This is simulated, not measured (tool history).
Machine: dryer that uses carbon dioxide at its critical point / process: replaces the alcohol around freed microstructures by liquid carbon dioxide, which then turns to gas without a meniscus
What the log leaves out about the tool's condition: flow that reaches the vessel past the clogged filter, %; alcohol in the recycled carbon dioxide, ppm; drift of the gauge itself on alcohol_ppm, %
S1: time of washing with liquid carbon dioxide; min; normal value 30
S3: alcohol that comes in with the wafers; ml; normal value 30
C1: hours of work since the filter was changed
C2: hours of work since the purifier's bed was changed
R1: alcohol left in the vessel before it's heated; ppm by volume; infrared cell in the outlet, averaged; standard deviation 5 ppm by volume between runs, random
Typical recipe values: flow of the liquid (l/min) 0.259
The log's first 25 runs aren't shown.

{"run": 26, "day": 13.7, "S1": 39, "flow of the liquid (l/min)": 0.213, "S3": 47, "C1": 275, "C2": 261, "R1": 116}
{"run": 27, "day": 14.104, "S1": 44, "flow of the liquid (l/min)": 0.213, "S3": 66, "C1": 281, "C2": 267, "R1": 87}
{"run": 28, "day": 14.712, "S1": 25, "flow of the liquid (l/min)": 0.185, "S3": 66, "C1": 290, "C2": 277, "R1": 1571}
{"run": 29, "day": 15.075, "S1": 25, "flow of the liquid (l/min)": 0.185, "S3": 91, "C1": 296, "C2": 282, "R1": 2141}
{"run": 30, "day": 15.567, "S1": 25, "flow of the liquid (l/min)": 0.185, "S3": 91, "C1": 303, "C2": 289, "R1": 2181}
{"run": 31, "day": 16.279, "S1": 24, "flow of the liquid (l/min)": 0.369, "S3": 91, "C1": 314, "C2": 300, "R1": 128}
{"run": 32, "day": 16.833, "S1": 25, "flow of the liquid (l/min)": 0.297, "S3": 21, "C1": 322, "C2": 309, "R1": 128}
{"run": 33, "day": 17.346, "S1": 25, "flow of the liquid (l/min)": 0.297, "S3": 21, "C1": 330, "C2": 316, "R1": 117}
{"run": 34, "day": 17.783, "S1": 25, "flow of the liquid (l/min)": 0.39, "S3": 21, "C1": 337, "C2": 323, "R1": 82}
{"run": 35, "day": 18.333, "S1": 25, "flow of the liquid (l/min)": 0.404, "S3": 25, "C1": 345, "C2": 331, "R1": 81}
{"run": 36, "day": 18.721, "S1": 24, "flow of the liquid (l/min)": 0.259, "S3": 22, "C1": 351, "C2": 337, "R1": 222}
{"run": 37, "day": 19.275, "S1": 20, "flow of the liquid (l/min)": 0.31, "S3": 33, "C1": 359, "C2": 346, "R1": 275}
{"run": 38, "day": 19.804, "S1": 20, "flow of the liquid (l/min)": 0.31, "S3": 33, "C1": 367, "C2": 354, "R1": 297}
{"run": 39, "day": 20.196, "S1": 20, "flow of the liquid (l/min)": 0.31, "S3": 110, "C1": 373, "C2": 359, "R1": 742}
{"run": 40, "day": 20.575, "S1": 25, "flow of the liquid (l/min)": 0.31, "S3": 66, "C1": 379, "C2": 365, "R1": 199}
{"run": 41, "day": 21.279, "S1": 25, "flow of the liquid (l/min)": 0.31, "S3": 66, "C1": 390, "C2": 376, "R1": 194}
{"run": 42, "day": 21.85, "S1": 20, "flow of the liquid (l/min)": 0.171, "S3": 30, "C1": 398, "C2": 384, "R1": 2013}
{"run": 43, "day": 22.275, "S1": 20, "flow of the liquid (l/min)": 0.171, "S3": 30, "C1": 405, "C2": 391, "R1": 1998}
{"run": 44, "day": 22.896, "S1": 20, "flow of the liquid (l/min)": 0.171, "S3": 68, "C1": 414, "C2": 400, "R1": 4446}
{"run": 45, "day": 23.492, "S1": 39, "flow of the liquid (l/min)": 0.317, "S3": 68, "C1": 423, "C2": 409, "R1": 106}
{"run": 46, "day": 24.008, "S1": 30, "flow of the liquid (l/min)": 0.415, "S3": 67, "C1": 431, "C2": 417, "R1": 104}

Forecast each of these 5 alternatives for the next run:
{"run": "A", "day": 24.308, "S1": 41, "flow of the liquid (l/min)": 0.258, "S3": 30, "C1": 435, "C2": 422, "R1": "?"}
{"run": "B", "day": 24.308, "S1": 28, "flow of the liquid (l/min)": 0.175, "S3": 80, "C1": 435, "C2": 422, "R1": "?"}
{"run": "C", "day": 24.308, "S1": 30, "flow of the liquid (l/min)": 0.259, "S3": 20, "C1": 435, "C2": 422, "R1": "?"}
{"run": "D", "day": 24.308, "S1": 36, "flow of the liquid (l/min)": 0.219, "S3": 24, "C1": 435, "C2": 422, "R1": "?"}
{"run": "E", "day": 24.308, "S1": 30, "flow of the liquid (l/min)": 0.353, "S3": 96, "C1": 435, "C2": 422, "R1": "?"}

run=A R1=105
run=B R1=1665
run=C R1=130
run=D R1=137
run=E R1=119
Had the tool no hidden state, the same runs would have come out as:
run=A R1=9
run=B R1=1325
run=C R1=26
run=D R1=36
run=E R1=18
